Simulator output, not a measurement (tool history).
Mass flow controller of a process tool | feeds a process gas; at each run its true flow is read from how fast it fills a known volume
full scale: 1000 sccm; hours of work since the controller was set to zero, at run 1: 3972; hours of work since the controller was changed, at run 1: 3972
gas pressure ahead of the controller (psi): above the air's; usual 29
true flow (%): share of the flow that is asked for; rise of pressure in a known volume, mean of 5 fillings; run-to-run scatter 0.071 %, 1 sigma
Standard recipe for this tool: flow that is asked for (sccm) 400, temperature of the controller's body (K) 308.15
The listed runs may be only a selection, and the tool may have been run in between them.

run    hour  flow that is asked for (sccm)  gas pressure ahead of the controller (psi)  temperature of the controller's body (K)  hours of work since the controller was set to zero  hours of work since the controller was changed  true flow (%)
  1       0                            400                                          29                                    308.15                                                3972                                            3972          99.07
  2      85                            400                                          29                                    308.15                                                4035                                            4035          99.07
  3     252                            400                                          29                                    308.15                                                4158                                            4158           98.9
  4   388.7                            400                                          29                                    308.15                                                4259                                            4259          98.98
  5   507.3                            400                                          29                                    308.15                                                4346                                            4346           98.9
  6   613.1                            400                                          29                                    308.15                                                4424                                            4424          98.86
  7   685.1                            400                                          29                                    308.15                                                4477                                            4477          98.78
  8   844.6                            628                                          29                                    308.15                                                4595                                            4595          99.67
      853.2  -- controller's zero set anew
  9   977.3                            628                                          29                                    308.15                                                  92                                            4692          99.32
 10    1098                            367                                        22.5                                    308.15                                                 181                                            4781          98.11
 11    1188                            367                                        22.5                                    308.15                                                 247                                            4848          98.09
 12  1257.6                            473                                        24.2                                    294.15                                                 298                                            4899          97.67
 13  1394.6                            426                                        23.5                                    299.15                                                 399                                            5000          97.91
     1468.5  -- controller's zero set anew, once more
 14  1542.5                            426                                        23.5                                    299.15                                                  55                                            5109          99.71
 15  1703.3                            718                                        23.5                                    297.15                                                 173                                            5228          99.97
 16  1834.1                            105                                        33.8                                    300.15                                                 270                                            5324          98.93
 17  1922.1                            135                                        29.3                                    308.15                                                 335                                            5389          99.67

Each row is a separate what-if for the run after 17, all from the same tool condition, not one after another. Results?
  A  2089.3                            108                                        35.8                                    308.15                                                 458                                            5512              ?
  B  2089.3                            745                                        23.1                                    295.15                                                 458                                            5512              ?
  C  2089.3                            246                                        22.3                                    308.15                                                 458                                            5512              ?
  D  2089.3                            388                                          29                                    308.15                                                 458                                            5512              ?

run  true flow (%)
  A          99.23
  B          99.67
  C          99.91
  D         100.41
What these runs would have given with no unlogged condition in the tool:
run  true flow (%)
  A         100.38
  B          99.57
  C         100.24
  D          100.5
